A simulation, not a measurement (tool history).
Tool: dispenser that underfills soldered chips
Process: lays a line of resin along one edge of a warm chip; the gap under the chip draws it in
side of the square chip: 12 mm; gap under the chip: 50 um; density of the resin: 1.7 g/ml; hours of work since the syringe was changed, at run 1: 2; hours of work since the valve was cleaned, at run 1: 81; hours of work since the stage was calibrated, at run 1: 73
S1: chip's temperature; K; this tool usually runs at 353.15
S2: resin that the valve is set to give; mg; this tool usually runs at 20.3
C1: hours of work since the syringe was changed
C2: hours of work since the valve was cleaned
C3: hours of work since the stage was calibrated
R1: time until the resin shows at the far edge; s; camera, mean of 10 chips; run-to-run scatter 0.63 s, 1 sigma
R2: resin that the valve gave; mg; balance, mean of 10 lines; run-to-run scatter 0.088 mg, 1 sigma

| run | hour | S1 | S2 | C1 | C2 | C3 | R1 | R2 |
|---|---|---|---|---|---|---|---|---|
| 1 | 0 | 353.15 | 20.3 | 2 | 81 | 73 | 67.2 | 19.15 |
| 2 | 2.4 | 353.15 | 20.3 | 4 | 83 | 74 | 77.1 | 19.3 |
|  | 4.8 | dispensing valve cleaned and set on the balance |
| 3 | 7.7 | 353.15 | 20.3 | 6 | 2 | 77 | 95.5 | 20.32 |
|  | 9 | new syringe of resin |
| 4 | 12 | 353.15 | 20.3 | 2 | 4 | 80 | 64.2 | 20.14 |
| 5 | 15.2 | 341.15 | 20.3 | 4 | 6 | 82 | 143.5 | 20.26 |
| 6 | 19.6 | 341.15 | 20.3 | 7 | 9 | 84 | 180.5 | 20.22 |
|  | 20.3 | new syringe of resin |
| 7 | 24.5 | 356.15 | 24 | 3 | 12 | 87 | 58.4 | 23.91 |
| 8 | 30 | 365.15 | 20.3 | 6 | 16 | 91 | 51.9 | 20.26 |
|  | 31.7 | new syringe of resin |
| 9 | 33.9 | 338.15 | 20.6 | 1 | 18 | 93 | 135.9 | 20.42 |
| 10 | 36.3 | 350.15 | 18.7 | 3 | 20 | 95 | 84.6 | 18.57 |

Consider 3 possible next runs. They are alternatives, not a sequence: every one starts from the tool as it was left by run 10. What does each give?
| A | 40.5 | 340.15 | 20.3 | 6 | 22 | 97 | ? | ? |
| B | 40.5 | 361.15 | 24.1 | 6 | 22 | 97 | ? | ? |
| C | 40.5 | 352.15 | 20.6 | 6 | 22 | 97 | ? | ? |

| run | R1 | R2 |
|---|---|---|
| A | 173 | 20.11 |
| B | 58.7 | 23.91 |
| C | 92 | 20.41 |
Had the tool no hidden state, the same runs would have come out as:
| run | R1 | R2 |
|---|---|---|
| A | 110.2 | 20.36 |
| B | 37.3 | 24.21 |
| C | 58.7 | 20.66 |

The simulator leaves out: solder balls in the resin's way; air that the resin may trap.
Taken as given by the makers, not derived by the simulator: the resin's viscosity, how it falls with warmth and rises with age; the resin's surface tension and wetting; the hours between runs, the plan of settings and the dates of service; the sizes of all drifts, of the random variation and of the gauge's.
